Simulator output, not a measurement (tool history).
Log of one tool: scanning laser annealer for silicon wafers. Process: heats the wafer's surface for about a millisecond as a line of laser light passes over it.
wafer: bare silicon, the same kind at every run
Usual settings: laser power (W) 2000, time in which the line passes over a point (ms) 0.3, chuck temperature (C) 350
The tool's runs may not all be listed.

run,hour,laser power (W),time in which the line passes over a point (ms),chuck temperature (C),highest temperature of the surface (C)
1,0,2000,0.3,350,1141
2,4.4,2000,0.3,350,1140
3,11.5,2000,0.3,380,1167
4,21.1,2000,0.3,380,1168
5,27.2,2000,0.3,350,1142
6,33.4,2000,0.3,350,1135
7,42.3,2000,0.3,350,1136
8,52.1,2000,0.3,350,1139
9,56.9,2000,0.25,350,1072
10,72.2,2000,0.25,350,1076
11,78.9,2000,0.3,350,1148
12,88.9,2000,0.3,324,1120
13,95,2000,0.3,324,1121
14,104.2,2000,0.3,350,1145
15,109.6,2000,0.3,350,1143
16,117.1,1874,0.3,350,1083
17,121.9,1874,0.3,350,1080
18,128.7,1809,0.3,350,1049
19,135.6,1874,0.3,350,1082
20,142.9,1874,0.3,350,1084
21,151.1,2013,0.311,344,1162
22,158.3,2013,0.311,344,1165
23,165.3,2013,0.311,344,1158
24,170.4,2013,0.345,344,1203
25,175.9,2013,0.345,344,1201
26,184.1,2000,0.216,356,1031
27,191.8,2000,0.367,354,1232
28,200.7,2000,0.367,354,1230
29,205.1,1892,0.342,340,1127
30,214.8,1784,0.241,340,957
31,225.1,1755,0.285,362,1021
32,235.3,2006,0.254,362,1095
33,244,2006,0.254,362,1094
34,252.3,1923,0.354,348,1169
35,259.2,1725,0.345,330,1031
36,268,2161,0.218,319,1068
37,277.6,2161,0.218,319,1071
38,286.2,2055,0.3,342,1160
39,296.5,2000,0.3,372,1168
40,306.6,2134,0.3,372,1232

Not shown: 1 entry that the log had between the listed runs. Between which runs, and how does the tool's hidden state differ before and after?
Between runs 9 and 10: optics aligned, line set to its width (hour 66.6)
  light that passes the window, % of a clean one's: 98.74 -> 98.72; laser's true power over the reading, %: 0.55 -> 0.56; width of the line over the set one, %: 1.38 -> 0.01
  measured less the result without the state, highest temperature of the surface (C): -14 -> -7
